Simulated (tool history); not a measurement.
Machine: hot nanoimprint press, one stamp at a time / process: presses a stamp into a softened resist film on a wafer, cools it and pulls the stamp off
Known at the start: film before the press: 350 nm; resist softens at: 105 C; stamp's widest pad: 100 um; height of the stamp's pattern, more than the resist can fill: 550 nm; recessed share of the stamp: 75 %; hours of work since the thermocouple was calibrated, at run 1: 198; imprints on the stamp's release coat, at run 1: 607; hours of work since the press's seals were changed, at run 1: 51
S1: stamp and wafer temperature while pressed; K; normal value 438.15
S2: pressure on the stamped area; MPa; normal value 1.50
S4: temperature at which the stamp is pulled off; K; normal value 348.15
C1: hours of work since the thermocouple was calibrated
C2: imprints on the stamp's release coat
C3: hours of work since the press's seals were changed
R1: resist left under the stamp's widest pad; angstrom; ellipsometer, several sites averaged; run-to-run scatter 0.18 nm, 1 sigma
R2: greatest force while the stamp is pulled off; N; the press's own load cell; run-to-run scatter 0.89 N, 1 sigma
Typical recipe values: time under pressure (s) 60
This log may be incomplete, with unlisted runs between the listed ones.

run 1 hour=0.0 | S1=438.15 S2=1.50 time_under_pressure_(s)=60 S4=348.15 | C1=198 C2=607 C3=51 | R1=1847 R2=208.5
run 2 hour=12.0 | S1=438.15 S2=1.50 time_under_pressure_(s)=60 S4=348.15 | C1=204 C2=651 C3=57 | R1=1846 R2=209.6
run 3 hour=21.1 | S1=438.15 S2=1.50 time_under_pressure_(s)=60 S4=348.15 | C1=209 C2=685 C3=62 | R1=1843 R2=209.1
run 4 hour=31.0 | S1=438.15 S2=1.50 time_under_pressure_(s)=60 S4=348.15 | C1=214 C2=722 C3=67 | R1=1839 R2=211.5
run 5 hour=47.1 | S1=438.15 S2=1.50 time_under_pressure_(s)=116 S4=348.15 | C1=222 C2=782 C3=75 | R1=1465 R2=211.8
run 6 hour=60.6 | S1=438.15 S2=1.50 time_under_pressure_(s)=116 S4=348.15 | C1=229 C2=832 C3=82 | R1=1462 R2=211.8
run 7 hour=74.1 | S1=438.15 S2=1.50 time_under_pressure_(s)=60 S4=349.15 | C1=236 C2=882 C3=89 | R1=1844 R2=207.2
-- hour=88.8 stamp cleaned and given a new release coat
run 8 hour=94.9 | S1=438.15 S2=1.50 time_under_pressure_(s)=60 S4=349.15 | C1=244 C2=22 C3=97 | R1=1841 R2=194.1
run 9 hour=107.5 | S1=438.15 S2=1.50 time_under_pressure_(s)=60 S4=348.15 | C1=250 C2=69 C3=103 | R1=1839 R2=199.8
run 10 hour=115.8 | S1=438.15 S2=1.50 time_under_pressure_(s)=60 S4=348.15 | C1=255 C2=100 C3=108 | R1=1842 R2=198.8
run 11 hour=124.3 | S1=433.15 S2=1.50 time_under_pressure_(s)=60 S4=348.15 | C1=259 C2=132 C3=112 | R1=2183 R2=202.3
run 12 hour=136.1 | S1=433.15 S2=1.50 time_under_pressure_(s)=60 S4=348.15 | C1=265 C2=175 C3=118 | R1=2187 R2=201.4
run 13 hour=150.7 | S1=433.15 S2=1.50 time_under_pressure_(s)=60 S4=348.15 | C1=273 C2=230 C3=126 | R1=2185 R2=204.1
run 14 hour=159.2 | S1=433.15 S2=1.50 time_under_pressure_(s)=60 S4=344.15 | C1=277 C2=261 C3=130 | R1=2188 R2=221.7
run 15 hour=168.1 | S1=438.15 S2=1.50 time_under_pressure_(s)=57 S4=348.15 | C1=282 C2=295 C3=135 | R1=1872 R2=205.3
run 16 hour=180.5 | S1=438.15 S2=0.91 time_under_pressure_(s)=59 S4=348.15 | C1=288 C2=341 C3=141 | R1=2280 R2=203.2
run 17 hour=191.6 | S1=438.15 S2=1.20 time_under_pressure_(s)=37 S4=348.15 | C1=294 C2=382 C3=147 | R1=2330 R2=203.2
run 18 hour=205.1 | S1=438.15 S2=1.54 time_under_pressure_(s)=37 S4=336.15 | C1=301 C2=432 C3=154 | R1=2113 R2=262.2
run 19 hour=212.9 | S1=438.15 S2=2.36 time_under_pressure_(s)=60 S4=347.15 | C1=305 C2=461 C3=158 | R1=1479 R2=211.8
run 20 hour=228.0 | S1=438.15 S2=1.50 time_under_pressure_(s)=60 S4=340.15 | C1=313 C2=517 C3=166 | R1=1839 R2=246.4
-- hour=231.7 plate thermocouple calibrated
run 21 hour=240.4 | S1=438.15 S2=1.01 time_under_pressure_(s)=60 S4=339.15 | C1=4 C2=552 C3=171 | R1=2168 R2=252.1
run 22 hour=252.2 | S1=438.15 S2=1.01 time_under_pressure_(s)=100 S4=339.15 | C1=11 C2=596 C3=177 | R1=1857 R2=250.8
run 23 hour=262.8 | S1=438.15 S2=1.01 time_under_pressure_(s)=100 S4=339.15 | C1=16 C2=636 C3=182 | R1=1853 R2=250.3
run 24 hour=278.9 | S1=438.15 S2=1.01 time_under_pressure_(s)=100 S4=339.15 | C1=24 C2=696 C3=191 | R1=1854 R2=253.1
-- hour=286.6 plate thermocouple calibrated, once more
run 25 hour=297.5 | S1=438.15 S2=1.46 time_under_pressure_(s)=60 S4=340.15 | C1=6 C2=754 C3=199 | R1=1908 R2=251.4
run 26 hour=306.6 | S1=438.15 S2=1.46 time_under_pressure_(s)=60 S4=340.15 | C1=10 C2=787 C3=203 | R1=1908 R2=253.3
run 27 hour=313.1 | S1=449.15 S2=2.21 time_under_pressure_(s)=60 S4=348.15 | C1=14 C2=812 C3=207 | R1=1046 R2=216.6
run 28 hour=326.0 | S1=449.15 S2=2.21 time_under_pressure_(s)=60 S4=348.15 | C1=20 C2=860 C3=213 | R1=1045 R2=213.4
run 29 hour=336.2 | S1=449.15 S2=1.45 time_under_pressure_(s)=113 S4=349.15 | C1=26 C2=898 C3=219 | R1=1024 R2=209.8
-- hour=347.0 stamp cleaned and given a new release coat
run 30 hour=355.2 | S1=430.15 S2=0.94 time_under_pressure_(s)=38 S4=337.15 | C1=32 C2=31 C3=225 | R1=3005 R2=252.5

Each row is a separate what-if for the run after 30, all from the same tool condition, not one after another. Results?
run A hour=364.4 | S1=438.15 S2=1.50 time_under_pressure_(s)=87 S4=346.15 | C1=37 C2=65 C3=230 | R1=? R2=?
run B hour=364.4 | S1=430.15 S2=0.94 time_under_pressure_(s)=35 S4=336.15 | C1=37 C2=65 C3=230 | R1=? R2=?
run C hour=364.4 | S1=430.15 S2=0.94 time_under_pressure_(s)=118 S4=337.15 | C1=37 C2=65 C3=230 | R1=? R2=?
run D hour=364.4 | S1=426.15 S2=1.72 time_under_pressure_(s)=38 S4=337.15 | C1=37 C2=65 C3=230 | R1=? R2=?

run=A R1=1665 R2=212.7
run=B R1=3033 R2=258.5
run=C R1=2435 R2=254.0
run=D R1=2871 R2=253.6
What these runs would have given with no unlogged condition in the tool:
run=A R1=1648 R2=211.5
run=B R1=3026 R2=257.0
run=C R1=2423 R2=252.6
run=D R1=2855 R2=252.2
